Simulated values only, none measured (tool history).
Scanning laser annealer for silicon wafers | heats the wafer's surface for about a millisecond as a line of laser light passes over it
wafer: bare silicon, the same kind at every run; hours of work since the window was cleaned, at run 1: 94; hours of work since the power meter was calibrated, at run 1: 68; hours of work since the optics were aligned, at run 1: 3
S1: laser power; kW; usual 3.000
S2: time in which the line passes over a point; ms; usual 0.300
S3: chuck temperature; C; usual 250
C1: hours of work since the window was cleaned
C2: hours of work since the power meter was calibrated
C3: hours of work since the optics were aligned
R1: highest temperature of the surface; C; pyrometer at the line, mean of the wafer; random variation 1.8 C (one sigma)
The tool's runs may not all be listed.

run   hour     S1     S2   S3   C1   C2   C3    R1
  1    0.0  3.000  0.300  250   94   68    3  1069
  2   24.9  3.000  0.300  250  108   82   17  1070
  3   53.6  3.000  0.300  250  124   98   33  1066
  4   81.3  3.000  0.300  250  140  113   49  1070
  5  110.1  3.000  0.300  250  156  130   65  1066
  6  133.9  3.290  0.300  250  170  143   79  1156
  7  152.8  3.000  0.300  282  180  154   89  1091
  8  167.0  3.000  0.300  282  188  162   97  1091
  9  200.7  2.723  0.288  282  207  181  116   988
 10  226.3  2.723  0.233  270  222  195  130   914
 11  240.9  3.000  0.235  214  230  203  139   940
 12  268.7  2.665  0.261  270  245  219  154   927
 13  285.6  3.000  0.227  277  255  228  164   989
 14  318.8  3.012  0.309  271  274  247  182  1093

Measured less the same run without the tool's hidden state. The same run-to-run variation is in both; the gauge's scatter may not be:
The hidden state here: light that passes the window, % of a clean one's; laser's true power over the reading, %; width of the line over the set one, %; drift of the gauge itself on peak_c, C.
run   R1
  1   -7
  2   -9
  3  -10
  4  -11
  5  -12
  6  -15
  7  -15
  8  -16
  9  -15
 10  -14
 11  -17
 12  -17
 13  -19
 14  -23
